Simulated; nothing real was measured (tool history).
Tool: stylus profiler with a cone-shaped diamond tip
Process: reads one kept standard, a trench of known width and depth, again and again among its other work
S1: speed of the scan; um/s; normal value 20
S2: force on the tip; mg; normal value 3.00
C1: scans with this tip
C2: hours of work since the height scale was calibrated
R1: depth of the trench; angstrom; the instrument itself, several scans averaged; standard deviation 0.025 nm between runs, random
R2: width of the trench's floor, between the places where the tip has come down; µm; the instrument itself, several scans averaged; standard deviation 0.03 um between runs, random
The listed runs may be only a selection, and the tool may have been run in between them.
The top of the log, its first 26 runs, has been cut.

run 27 hour=1459.4 | S1=45 S2=1.65 | C1=6505 C2=1179 | R1=1011.4 R2=97.20
run 28 hour=1541.6 | S1=11 S2=4.15 | C1=6707 C2=1216 | R1=1019.2 R2=97.45
run 29 hour=1592.4 | S1=11 S2=4.15 | C1=6831 C2=1239 | R1=1018.5 R2=97.50
run 30 hour=1670.2 | S1=22 S2=2.60 | C1=7022 C2=1273 | R1=1014.9 R2=97.31
run 31 hour=1704.8 | S1=7 S2=2.31 | C1=7107 C2=1289 | R1=1013.9 R2=97.46
run 32 hour=1751.1 | S1=7 S2=2.31 | C1=7221 C2=1309 | R1=1014.0 R2=97.40
run 33 hour=1832.0 | S1=7 S2=2.31 | C1=7419 C2=1345 | R1=1014.2 R2=97.42
run 34 hour=1909.2 | S1=7 S2=1.59 | C1=7609 C2=1380 | R1=1011.9 R2=97.39
run 35 hour=1949.9 | S1=7 S2=1.59 | C1=7709 C2=1398 | R1=1011.6 R2=97.33
run 36 hour=1994.4 | S1=64 S2=4.23 | C1=7818 C2=1418 | R1=1020.0 R2=97.14
run 37 hour=2069.4 | S1=64 S2=4.23 | C1=8002 C2=1451 | R1=1019.5 R2=97.16
run 38 hour=2119.5 | S1=28 S2=7.30 | C1=8125 C2=1473 | R1=1027.6 R2=97.34
run 39 hour=2167.5 | S1=28 S2=7.30 | C1=8243 C2=1495 | R1=1027.1 R2=97.24
run 40 hour=2223.6 | S1=11 S2=1.43 | C1=8380 C2=1520 | R1=1011.4 R2=97.32
run 41 hour=2275.3 | S1=11 S2=1.43 | C1=8507 C2=1543 | R1=1011.3 R2=97.23
run 42 hour=2323.9 | S1=11 S2=1.43 | C1=8627 C2=1564 | R1=1012.1 R2=97.28
run 43 hour=2399.0 | S1=39 S2=1.77 | C1=8811 C2=1598 | R1=1013.2 R2=97.12
run 44 hour=2462.0 | S1=39 S2=1.77 | C1=8966 C2=1626 | R1=1012.7 R2=97.13
run 45 hour=2517.7 | S1=76 S2=1.36 | C1=9102 C2=1650 | R1=1010.8 R2=96.84
run 46 hour=2555.5 | S1=15 S2=4.36 | C1=9195 C2=1667 | R1=1020.8 R2=97.25
run 47 hour=2607.3 | S1=15 S2=4.36 | C1=9322 C2=1690 | R1=1020.3 R2=97.27

Forecast each of these 3 alternatives for the next run:
run A hour=2665.6 | S1=62 S2=1.35 | C1=9465 C2=1716 | R1=? R2=?
run B hour=2665.6 | S1=43 S2=1.32 | C1=9465 C2=1716 | R1=? R2=?
run C hour=2665.6 | S1=20 S2=1.27 | C1=9465 C2=1716 | R1=? R2=?

run=A R1=1011.2 R2=96.96
run=B R1=1011.2 R2=97.03
run=C R1=1011.1 R2=97.20
With the hidden condition removed and each run's random variation left untouched, the same runs would have given:
run=A R1=1007.4 R2=97.67
run=B R1=1007.5 R2=97.74
run=C R1=1007.4 R2=97.91
